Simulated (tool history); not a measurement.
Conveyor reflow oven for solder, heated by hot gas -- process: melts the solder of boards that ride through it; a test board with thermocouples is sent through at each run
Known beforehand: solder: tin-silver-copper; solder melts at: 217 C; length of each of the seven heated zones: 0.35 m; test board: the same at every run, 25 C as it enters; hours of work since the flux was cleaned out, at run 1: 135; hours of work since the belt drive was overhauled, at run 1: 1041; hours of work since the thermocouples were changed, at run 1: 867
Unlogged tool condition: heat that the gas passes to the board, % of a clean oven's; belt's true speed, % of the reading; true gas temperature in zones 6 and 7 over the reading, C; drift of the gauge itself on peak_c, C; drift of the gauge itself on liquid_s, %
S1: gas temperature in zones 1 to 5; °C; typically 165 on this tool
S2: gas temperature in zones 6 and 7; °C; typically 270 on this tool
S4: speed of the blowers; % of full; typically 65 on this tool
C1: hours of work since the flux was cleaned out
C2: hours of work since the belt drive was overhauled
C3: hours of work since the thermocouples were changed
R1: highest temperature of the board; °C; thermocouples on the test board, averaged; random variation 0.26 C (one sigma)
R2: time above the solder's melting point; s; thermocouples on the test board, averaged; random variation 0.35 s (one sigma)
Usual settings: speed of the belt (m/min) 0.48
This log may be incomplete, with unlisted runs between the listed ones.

run 1 hour=0 | S1=165 S2=270 speed_of_the_belt_(m/min)=0.48 S4=65 | C1=135 C2=1041 C3=867 | R1=256 R2=66.9
-- hour=33.4 belt drive overhauled, speed set with a stopwatch
run 2 hour=55.6 | S1=165 S2=270 speed_of_the_belt_(m/min)=0.48 S4=65 | C1=163 C2=12 C3=896 | R1=255.9 R2=67.5
run 3 hour=97.5 | S1=165 S2=270 speed_of_the_belt_(m/min)=0.48 S4=65 | C1=187 C2=36 C3=919 | R1=255.7 R2=67.9
run 4 hour=138.9 | S1=165 S2=270 speed_of_the_belt_(m/min)=0.48 S4=65 | C1=210 C2=59 C3=942 | R1=255.5 R2=67.7
run 5 hour=226.2 | S1=171 S2=270 speed_of_the_belt_(m/min)=0.48 S4=65 | C1=258 C2=107 C3=991 | R1=256.7 R2=70.6
-- hour=243.3 flux residue cleaned out of gas plates and filters
run 6 hour=319.5 | S1=165 S2=270 speed_of_the_belt_(m/min)=0.48 S4=73 | C1=42 C2=157 C3=1040 | R1=258.8 R2=71.4
run 7 hour=390.3 | S1=165 S2=270 speed_of_the_belt_(m/min)=0.48 S4=73 | C1=82 C2=196 C3=1080 | R1=258.7 R2=70.6
-- hour=442.5 belt drive overhauled, speed set with a stopwatch, once more
run 8 hour=480.7 | S1=165 S2=270 speed_of_the_belt_(m/min)=0.48 S4=73 | C1=130 C2=21 C3=1128 | R1=257.1 R2=65.2
-- hour=539.5 thermocouples of zones 6 and 7 changed
run 9 hour=539.5 | S1=173 S2=270 speed_of_the_belt_(m/min)=0.48 S4=65 | C1=162 C2=53 C3=0 | R1=252.8 R2=65.9
run 10 hour=624.3 | S1=173 S2=270 speed_of_the_belt_(m/min)=0.48 S4=65 | C1=209 C2=100 C3=47 | R1=252.5 R2=65.6
run 11 hour=683.3 | S1=173 S2=270 speed_of_the_belt_(m/min)=0.48 S4=65 | C1=242 C2=133 C3=80 | R1=252.7 R2=65.3
-- hour=731.3 flux residue cleaned out of gas plates and filters
run 12 hour=733.8 | S1=173 S2=270 speed_of_the_belt_(m/min)=0.48 S4=65 | C1=1 C2=158 C3=105 | R1=254.4 R2=67.9
run 13 hour=789.7 | S1=173 S2=270 speed_of_the_belt_(m/min)=0.48 S4=65 | C1=33 C2=189 C3=137 | R1=254.8 R2=67.6
run 14 hour=859.2 | S1=165 S2=270 speed_of_the_belt_(m/min)=0.556 S4=65 | C1=71 C2=228 C3=175 | R1=247.6 R2=48.9
run 15 hour=948 | S1=165 S2=270 speed_of_the_belt_(m/min)=0.556 S4=65 | C1=121 C2=278 C3=225 | R1=247.1 R2=48.2
run 16 hour=1035 | S1=165 S2=270 speed_of_the_belt_(m/min)=0.531 S4=65 | C1=169 C2=326 C3=273 | R1=248.3 R2=51.9
run 17 hour=1084.8 | S1=165 S2=282 speed_of_the_belt_(m/min)=0.514 S4=65 | C1=197 C2=354 C3=301 | R1=260.3 R2=63.8
run 18 hour=1176.4 | S1=165 S2=282 speed_of_the_belt_(m/min)=0.53 S4=65 | C1=248 C2=405 C3=352 | R1=259.3 R2=61
-- hour=1211.6 flux residue cleaned out of gas plates and filters
run 19 hour=1235.1 | S1=165 S2=282 speed_of_the_belt_(m/min)=0.53 S4=65 | C1=13 C2=435 C3=382 | R1=261.1 R2=62.4
run 20 hour=1282.6 | S1=162 S2=270 speed_of_the_belt_(m/min)=0.549 S4=65 | C1=40 C2=461 C3=408 | R1=248.1 R2=49.6
run 21 hour=1372.6 | S1=155 S2=270 speed_of_the_belt_(m/min)=0.549 S4=65 | C1=90 C2=512 C3=459 | R1=246.7 R2=46.5
run 22 hour=1422.7 | S1=155 S2=270 speed_of_the_belt_(m/min)=0.441 S4=65 | C1=118 C2=539 C3=486 | R1=255.2 R2=68.2
run 23 hour=1460.4 | S1=155 S2=270 speed_of_the_belt_(m/min)=0.441 S4=65 | C1=139 C2=560 C3=507 | R1=255.3 R2=68.5
run 24 hour=1524.6 | S1=165 S2=266 speed_of_the_belt_(m/min)=0.486 S4=74 | C1=174 C2=596 C3=543 | R1=251.4 R2=62.2
run 25 hour=1588.4 | S1=168 S2=266 speed_of_the_belt_(m/min)=0.486 S4=85 | C1=210 C2=632 C3=579 | R1=253.5 R2=65.6
run 26 hour=1665.3 | S1=168 S2=266 speed_of_the_belt_(m/min)=0.486 S4=79 | C1=253 C2=675 C3=622 | R1=252.6 R2=63.8
-- hour=1694 flux residue cleaned out of gas plates and filters
run 27 hour=1744.7 | S1=165 S2=264 speed_of_the_belt_(m/min)=0.494 S4=65 | C1=28 C2=716 C3=663 | R1=249.3 R2=58.7
run 28 hour=1803.4 | S1=165 S2=262 speed_of_the_belt_(m/min)=0.48 S4=54 | C1=61 C2=749 C3=696 | R1=245.4 R2=55.9
run 29 hour=1842.5 | S1=163 S2=262 speed_of_the_belt_(m/min)=0.48 S4=73 | C1=83 C2=771 C3=718 | R1=249 R2=61

Here are 3 independent what-if runs from the current tool condition. What would each one return?
run A hour=1885.8 | S1=154 S2=266 speed_of_the_belt_(m/min)=0.396 S4=65 | C1=107 C2=795 C3=742 | R1=? R2=?
run B hour=1885.8 | S1=163 S2=281 speed_of_the_belt_(m/min)=0.447 S4=58 | C1=107 C2=795 C3=742 | R1=? R2=?
run C hour=1885.8 | S1=163 S2=262 speed_of_the_belt_(m/min)=0.393 S4=64 | C1=107 C2=795 C3=742 | R1=? R2=?

run=A R1=256 R2=78.8
run=B R1=265.7 R2=77.4
run=C R1=253.7 R2=80.6
The same runs, with their run-to-run variation unchanged, on a tool lacking any hidden condition would have given:
run=A R1=254 R2=75.3
run=B R1=263.6 R2=74.2
run=C R1=251.7 R2=76.9
